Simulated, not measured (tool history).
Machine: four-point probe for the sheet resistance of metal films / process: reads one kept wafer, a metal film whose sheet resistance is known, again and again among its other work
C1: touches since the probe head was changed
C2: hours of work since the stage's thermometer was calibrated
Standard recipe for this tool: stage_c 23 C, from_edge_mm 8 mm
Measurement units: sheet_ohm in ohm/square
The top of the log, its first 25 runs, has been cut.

Run 26, day 91.079: usual settings but stage_c 34 C, from_edge_mm 12 mm; C1 71800; C2 537. Result: sheet_ohm 16.913901 ohm/square.
Run 27, day 93.217: usual settings but stage_c 34 C, from_edge_mm 12 mm; C1 74997; C2 577. Result: sheet_ohm 16.908113 ohm/square.
Run 28, day 97.633: usual settings but stage_c 34 C, from_edge_mm 12 mm; C1 81602; C2 660. Result: sheet_ohm 16.912293 ohm/square.
Run 29, day 102.033: usual settings but stage_c 34 C, from_edge_mm 12 mm; C1 88179; C2 743. Result: sheet_ohm 16.909971 ohm/square.
Run 30, day 105.575: usual settings but stage_c 31 C, from_edge_mm 35 mm; C1 93475; C2 810. Result: sheet_ohm 16.816098 ohm/square.
Run 31, day 109.308: usual settings but stage_c 26 C, from_edge_mm 11 mm; C1 99054; C2 880. Result: sheet_ohm 16.828714 ohm/square.
Run 32, day 113.717: usual settings but stage_c 22 C, from_edge_mm 11 mm; C1 105645; C2 963. Result: sheet_ohm 16.771455 ohm/square.
Run 33, day 118.342: usual settings but stage_c 28 C, from_edge_mm 21 mm; C1 112562; C2 1050. Result: sheet_ohm 16.792065 ohm/square.
At day 118.771: new probe head fitted.
Run 34, day 121.833: usual settings but stage_c 30 C, from_edge_mm 11 mm; C1 4578; C2 1115. Result: sheet_ohm 16.873189 ohm/square.
Run 35, day 124.179: usual settings but stage_c 35 C, from_edge_mm 3 mm; C1 8084; C2 1159. Result: sheet_ohm 17.815020 ohm/square.
Run 36, day 126.971: usual settings but stage_c 27 C, from_edge_mm 5 mm; C1 12258; C2 1211. Result: sheet_ohm 17.111144 ohm/square.
At day 128.088: stage's thermometer calibrated.
Run 37, day 129.308: usual settings but stage_c 30 C, from_edge_mm 27 mm; C1 15726; C2 23. Result: sheet_ohm 16.808609 ohm/square.

Estimate the outcome of run 38 from the log above:
Run 38, day 132.962: usual settings but stage_c 28 C, from_edge_mm 18 mm; C1 21189; C2 92. Result: sheet_ohm ?.

sheet_ohm: 16.799796 ohm/square
If the tool had no hidden condition, the same run with the same run-to-run variation would have returned sheet_ohm 16.798851 ohm/square.
